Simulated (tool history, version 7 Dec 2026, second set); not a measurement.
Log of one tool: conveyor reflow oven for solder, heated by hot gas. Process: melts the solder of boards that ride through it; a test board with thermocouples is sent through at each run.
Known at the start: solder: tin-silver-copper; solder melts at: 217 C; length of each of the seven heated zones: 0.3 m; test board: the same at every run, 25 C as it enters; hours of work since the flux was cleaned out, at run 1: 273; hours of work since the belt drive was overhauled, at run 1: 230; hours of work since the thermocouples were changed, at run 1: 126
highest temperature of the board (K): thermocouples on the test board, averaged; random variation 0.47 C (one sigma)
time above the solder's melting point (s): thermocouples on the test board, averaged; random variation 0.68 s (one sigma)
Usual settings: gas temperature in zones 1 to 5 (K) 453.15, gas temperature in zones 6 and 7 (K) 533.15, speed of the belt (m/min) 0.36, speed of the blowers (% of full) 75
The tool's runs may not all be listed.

run,hour,gas temperature in zones 1 to 5 (K),gas temperature in zones 6 and 7 (K),speed of the belt (m/min),speed of the blowers (% of full),hours of work since the flux was cleaned out,hours of work since the belt drive was overhauled,hours of work since the thermocouples were changed,highest temperature of the board (K),time above the solder's melting point (s)
1,0,453.15,533.15,0.36,75,273,230,126,521.65,75.2
2,25.5,453.15,533.15,0.36,75,289,246,142,521.95,76
3,42.3,453.15,546.15,0.36,75,299,257,153,533.35,85.9
4,56.1,453.15,546.15,0.36,75,308,265,162,534.25,86.2
5,77.3,453.15,546.15,0.36,75,321,279,175,533.55,85.6
6,96.2,454.15,533.15,0.36,75,333,291,187,522.45,77.5
7,112.5,453.15,533.15,0.36,75,344,301,197,522.65,76.5
8,137.4,453.15,533.15,0.36,66,360,317,213,521.65,74.2
9,158.2,453.15,533.15,0.36,75,373,330,226,522.55,77.1
10,178.4,453.15,525.15,0.36,75,385,343,239,515.55,68.2
11,201.6,442.15,536.15,0.301,59,400,357,254,524.95,89.2
12,225.8,463.15,536.15,0.301,71,415,373,269,528.55,105.2
13,238.5,458.15,533.15,0.36,87,424,381,277,524.75,82
14,249.1,458.15,547.15,0.36,53,430,387,284,531.05,84.5
15,273.7,455.15,533.15,0.36,54,446,403,299,518.85,73.3
16,288,453.15,533.15,0.36,72,455,412,308,521.45,73.9
17,302.2,446.15,528.15,0.301,52,464,421,317,517.15,82.9
18,325.3,458.15,528.15,0.301,82,478,436,332,522.05,97.5

4 ways to go on from here, each from the tool as it stands after run 18. What would each give?
A,341.3,459.15,534.15,0.337,82,489,446,342,?,?
B,341.3,453.15,535.15,0.366,75,489,446,342,?,?
C,341.3,453.15,540.15,0.362,52,489,446,342,?,?
D,341.3,453.15,523.15,0.3,75,489,446,342,?,?

run,highest temperature of the board (K),time above the solder's melting point (s)
A,525.55,89.4
B,523.65,75.8
C,523.95,75.8
D,516.55,88
Without the tool's hidden state the same runs would have given:
run,highest temperature of the board (K),time above the solder's melting point (s)
A,525.65,89.4
B,523.75,75.9
C,523.95,75.9
D,516.65,88.2
